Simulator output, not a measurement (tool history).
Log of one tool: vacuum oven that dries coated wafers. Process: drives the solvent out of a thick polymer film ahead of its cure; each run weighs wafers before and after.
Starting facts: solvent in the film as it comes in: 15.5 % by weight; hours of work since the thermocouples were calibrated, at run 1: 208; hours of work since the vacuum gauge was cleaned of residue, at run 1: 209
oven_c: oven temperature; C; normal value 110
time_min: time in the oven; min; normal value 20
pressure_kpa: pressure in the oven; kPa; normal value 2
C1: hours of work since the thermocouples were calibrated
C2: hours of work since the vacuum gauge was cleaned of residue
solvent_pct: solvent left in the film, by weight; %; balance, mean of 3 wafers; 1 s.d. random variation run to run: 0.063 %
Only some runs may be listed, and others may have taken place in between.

run 1 day=0 | oven_c=110 time_min=20 pressure_kpa=2 | C1=208 C2=209 | solvent_pct=4.28
run 2 day=0.767 | oven_c=110 time_min=20 pressure_kpa=2 | C1=217 C2=218 | solvent_pct=4.26
run 3 day=1.246 | oven_c=118 time_min=20 pressure_kpa=2 | C1=222 C2=223 | solvent_pct=2.15
run 4 day=1.671 | oven_c=99 time_min=20 pressure_kpa=2 | C1=227 C2=228 | solvent_pct=7.8
run 5 day=2.329 | oven_c=99 time_min=20 pressure_kpa=2 | C1=234 C2=235 | solvent_pct=7.67
run 6 day=3.138 | oven_c=110 time_min=20 pressure_kpa=2 | C1=243 C2=244 | solvent_pct=4.24
run 7 day=3.988 | oven_c=100 time_min=20 pressure_kpa=2 | C1=252 C2=253 | solvent_pct=7.63
run 8 day=4.617 | oven_c=100 time_min=20 pressure_kpa=2 | C1=259 C2=260 | solvent_pct=7.51
run 9 day=5.196 | oven_c=100 time_min=20 pressure_kpa=2 | C1=266 C2=267 | solvent_pct=7.59
run 10 day=5.679 | oven_c=100 time_min=20 pressure_kpa=2 | C1=271 C2=272 | solvent_pct=7.55
run 11 day=6.367 | oven_c=100 time_min=20 pressure_kpa=2 | C1=279 C2=279 | solvent_pct=7.6
run 12 day=7.046 | oven_c=100 time_min=20 pressure_kpa=2 | C1=286 C2=287 | solvent_pct=7.39
run 13 day=7.708 | oven_c=100 time_min=20 pressure_kpa=2 | C1=293 C2=294 | solvent_pct=7.49
run 14 day=8.512 | oven_c=121 time_min=20 pressure_kpa=2 | C1=302 C2=303 | solvent_pct=1.78
run 15 day=9.338 | oven_c=111 time_min=20 pressure_kpa=2 | C1=311 C2=312 | solvent_pct=3.91
run 16 day=9.758 | oven_c=113 time_min=20 pressure_kpa=2 | C1=316 C2=317 | solvent_pct=3.37
run 17 day=10.2 | oven_c=110 time_min=20 pressure_kpa=2 | C1=321 C2=322 | solvent_pct=4.37
run 18 day=11.05 | oven_c=110 time_min=20 pressure_kpa=2 | C1=330 C2=331 | solvent_pct=4.24
run 19 day=11.533 | oven_c=110 time_min=20 pressure_kpa=2 | C1=336 C2=337 | solvent_pct=4.17
run 20 day=12.038 | oven_c=110 time_min=20 pressure_kpa=2 | C1=341 C2=342 | solvent_pct=4.3
run 21 day=12.75 | oven_c=110 time_min=20 pressure_kpa=2.19 | C1=349 C2=350 | solvent_pct=4.42
run 22 day=13.358 | oven_c=110 time_min=19 pressure_kpa=2 | C1=356 C2=357 | solvent_pct=4.57
run 23 day=14.204 | oven_c=110 time_min=19 pressure_kpa=2 | C1=365 C2=366 | solvent_pct=4.46
run 24 day=14.871 | oven_c=101 time_min=20 pressure_kpa=2 | C1=373 C2=373 | solvent_pct=7.19
run 25 day=15.3 | oven_c=104 time_min=15 pressure_kpa=2 | C1=377 C2=378 | solvent_pct=7.55
run 26 day=15.692 | oven_c=112 time_min=15 pressure_kpa=3.85 | C1=382 C2=382 | solvent_pct=5.95
run 27 day=16.475 | oven_c=112 time_min=15 pressure_kpa=3.85 | C1=390 C2=391 | solvent_pct=5.96
run 28 day=16.854 | oven_c=112 time_min=15 pressure_kpa=3.85 | C1=394 C2=395 | solvent_pct=6
run 29 day=17.617 | oven_c=113 time_min=20 pressure_kpa=5.24 | C1=403 C2=404 | solvent_pct=5.62
run 30 day=18.25 | oven_c=118 time_min=20 pressure_kpa=2 | C1=410 C2=411 | solvent_pct=2.3
run 31 day=18.8 | oven_c=118 time_min=20 pressure_kpa=2 | C1=416 C2=417 | solvent_pct=2.41
run 32 day=19.35 | oven_c=98 time_min=12 pressure_kpa=3.17 | C1=422 C2=423 | solvent_pct=10.44
run 33 day=20 | oven_c=98 time_min=12 pressure_kpa=3.17 | C1=429 C2=430 | solvent_pct=10.53
run 34 day=20.721 | oven_c=102 time_min=20 pressure_kpa=2 | C1=437 C2=438 | solvent_pct=6.96
run 35 day=21.596 | oven_c=102 time_min=12 pressure_kpa=1.43 | C1=447 C2=448 | solvent_pct=8.38
run 36 day=22.092 | oven_c=111 time_min=19 pressure_kpa=2.22 | C1=452 C2=453 | solvent_pct=4.46
run 37 day=22.7 | oven_c=98 time_min=20 pressure_kpa=1.04 | C1=459 C2=460 | solvent_pct=7.64
run 38 day=23.317 | oven_c=110 time_min=10 pressure_kpa=1.52 | C1=466 C2=467 | solvent_pct=6.79
run 39 day=23.958 | oven_c=110 time_min=10 pressure_kpa=1.52 | C1=473 C2=474 | solvent_pct=6.84
run 40 day=24.358 | oven_c=110 time_min=10 pressure_kpa=1.52 | C1=477 C2=478 | solvent_pct=6.84
run 41 day=25.012 | oven_c=110 time_min=10 pressure_kpa=1.52 | C1=485 C2=485 | solvent_pct=7.01
run 42 day=25.5 | oven_c=115 time_min=10 pressure_kpa=1.52 | C1=490 C2=491 | solvent_pct=5.49
run 43 day=26.021 | oven_c=101 time_min=13 pressure_kpa=1.85 | C1=496 C2=496 | solvent_pct=8.88
run 44 day=26.667 | oven_c=101 time_min=13 pressure_kpa=1.85 | C1=503 C2=504 | solvent_pct=8.54
run 45 day=27.129 | oven_c=103 time_min=13 pressure_kpa=1.85 | C1=508 C2=509 | solvent_pct=8.19
run 46 day=27.783 | oven_c=103 time_min=13 pressure_kpa=1.85 | C1=515 C2=516 | solvent_pct=8.28
run 47 day=28.654 | oven_c=119 time_min=20 pressure_kpa=2.86 | C1=525 C2=525 | solvent_pct=2.74
run 48 day=29.2 | oven_c=98 time_min=11 pressure_kpa=2.58 | C1=531 C2=532 | solvent_pct=10.33

For each run, the measured value with the value that run would have given without the tool's hidden condition subtracted. The run-to-run variation is shared by both, the gauge scatter possibly not:
Hidden state present: true wafer temperature over the reading, C; true pressure over the reading, kPa; drift of the gauge itself on solvent_pct, %.
run=1 solvent_pct=+0.3
run=2 solvent_pct=+0.31
run=3 solvent_pct=+0.2
run=4 solvent_pct=+0.34
run=5 solvent_pct=+0.34
run=6 solvent_pct=+0.32
run=7 solvent_pct=+0.36
run=8 solvent_pct=+0.36
run=9 solvent_pct=+0.38
run=10 solvent_pct=+0.38
run=11 solvent_pct=+0.38
run=12 solvent_pct=+0.37
run=13 solvent_pct=+0.38
run=14 solvent_pct=+0.19
run=15 solvent_pct=+0.36
run=16 solvent_pct=+0.33
run=17 solvent_pct=+0.39
run=18 solvent_pct=+0.37
run=19 solvent_pct=+0.39
run=20 solvent_pct=+0.39
run=21 solvent_pct=+0.4
run=22 solvent_pct=+0.41
run=23 solvent_pct=+0.42
run=24 solvent_pct=+0.45
run=25 solvent_pct=+0.44
run=26 solvent_pct=+0.45
run=27 solvent_pct=+0.45
run=28 solvent_pct=+0.45
run=29 solvent_pct=+0.43
run=30 solvent_pct=+0.31
run=31 solvent_pct=+0.3
run=32 solvent_pct=+0.38
run=33 solvent_pct=+0.39
run=34 solvent_pct=+0.51
run=35 solvent_pct=+0.43
run=36 solvent_pct=+0.48
run=37 solvent_pct=+0.51
run=38 solvent_pct=+0.46
run=39 solvent_pct=+0.47
run=40 solvent_pct=+0.47
run=41 solvent_pct=+0.48
run=42 solvent_pct=+0.5
run=43 solvent_pct=+0.47
run=44 solvent_pct=+0.47
run=45 solvent_pct=+0.5
run=46 solvent_pct=+0.51
run=47 solvent_pct=+0.35
run=48 solvent_pct=+0.42
